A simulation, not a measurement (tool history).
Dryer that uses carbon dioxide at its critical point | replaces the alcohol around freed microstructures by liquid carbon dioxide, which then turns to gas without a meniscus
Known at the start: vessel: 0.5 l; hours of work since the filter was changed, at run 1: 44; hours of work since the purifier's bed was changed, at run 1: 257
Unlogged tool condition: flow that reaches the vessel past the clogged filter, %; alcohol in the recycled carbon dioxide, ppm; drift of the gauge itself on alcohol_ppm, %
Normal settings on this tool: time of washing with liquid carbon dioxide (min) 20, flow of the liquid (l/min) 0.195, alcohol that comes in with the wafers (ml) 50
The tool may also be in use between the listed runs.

run    hour  time of washing with liquid carbon dioxide (min)  flow of the liquid (l/min)  alcohol that comes in with the wafers (ml)  hours of work since the filter was changed  hours of work since the purifier's bed was changed  alcohol left in the vessel before it's heated (ppm by volume)
  1     0.0                                                20                       0.195                                          50                                          44                                                 257                                                            232
  2    47.5                                                20                       0.195                                          50                                          74                                                 287                                                            256
  3   101.5                                                20                       0.195                                          31                                         108                                                 321                                                            215
  4   124.6                                                20                       0.216                                          50                                         123                                                 336                                                            203
  5   163.8                                                20                       0.195                                          50                                         147                                                 361                                                            312
  6   205.6                                                20                       0.150                                          50                                         174                                                 387                                                            910
  7   236.7                                                20                       0.150                                          50                                         193                                                 407                                                            957
  8   277.2                                                20                       0.150                                          50                                         219                                                 432                                                            995
  9   304.6                                                20                       0.150                                          50                                         236                                                 450                                                           1048
 10   334.8                                                20                       0.195                                          50                                         255                                                 469                                                            412
 11   383.2                                                20                       0.195                                          50                                         286                                                 499                                                            445
      405.9  -- purifier's bed changed
 12   426.2                                                20                       0.195                                          50                                         311                                                  13                                                            294
 13   477.3                                                20                       0.195                                          50                                         343                                                  45                                                            342
 14   528.5                                                20                       0.195                                          50                                         375                                                  77                                                            386
 15   567.3                                                20                       0.195                                          50                                         400                                                 102                                                            411
      582.5  -- inlet filter changed
 16   605.5                                                20                       0.195                                          36                                          14                                                 125                                                            138
 17   640.0                                                20                       0.195                                          36                                          36                                                 147                                                            147
 18   674.8                                                20                       0.195                                          36                                          58                                                 169                                                            177
 19   708.1                                                20                       0.195                                          36                                          79                                                 190                                                            183
 20   746.9                                                20                       0.195                                          36                                         104                                                 214                                                            187
 21   793.6                                                20                       0.195                                          36                                         133                                                 244                                                            209
 22   846.7                                                16                       0.174                                          73                                         167                                                 277                                                           1758
 23   893.4                                                16                       0.174                                          73                                         196                                                 307                                                           1830
 24   917.2                                                16                       0.195                                          50                                         211                                                 322                                                            878
 25   966.3                                                26                       0.193                                          50                                         242                                                 353                                                            168
 26  1003.9                                                25                       0.231                                          37                                         266                                                 376                                                            127
 27  1038.2                                                13                       0.256                                          25                                         287                                                 398                                                            478
 28  1088.8                                                20                       0.219                                          50                                         319                                                 430                                                            301
 29  1113.9                                                20                       0.300                                          93                                         335                                                 446                                                            185
 30  1157.1                                                20                       0.300                                          93                                         362                                                 473                                                            192
 31  1191.3                                                20                       0.300                                          93                                         384                                                 495                                                            211
     1220.4  -- purifier's bed changed
     1236.0  -- inlet filter changed
 32  1237.2                                                20                       0.300                                          93                                           1                                                  10                                                             17
 33  1288.4                                                29                       0.121                                          87                                          33                                                  42                                                            414
 34  1335.2                                                20                       0.261                                          35                                          63                                                  72                                                             51
 35  1375.2                                                20                       0.229                                          44                                          88                                                  97                                                             79
 36  1422.9                                                25                       0.195                                          27                                         118                                                 127                                                             67
 37  1446.6                                                20                       0.274                                         105                                         133                                                 142                                                             86

What does the tool deliver on the next run?
 38  1500.3                                                20                       0.274                                         105                                         167                                                 176                                                              ?

alcohol left in the vessel before it's heated (ppm by volume): 105
Minus the tool's unlogged condition, the same run would have read alcohol left in the vessel before it's heated (ppm by volume) 27.

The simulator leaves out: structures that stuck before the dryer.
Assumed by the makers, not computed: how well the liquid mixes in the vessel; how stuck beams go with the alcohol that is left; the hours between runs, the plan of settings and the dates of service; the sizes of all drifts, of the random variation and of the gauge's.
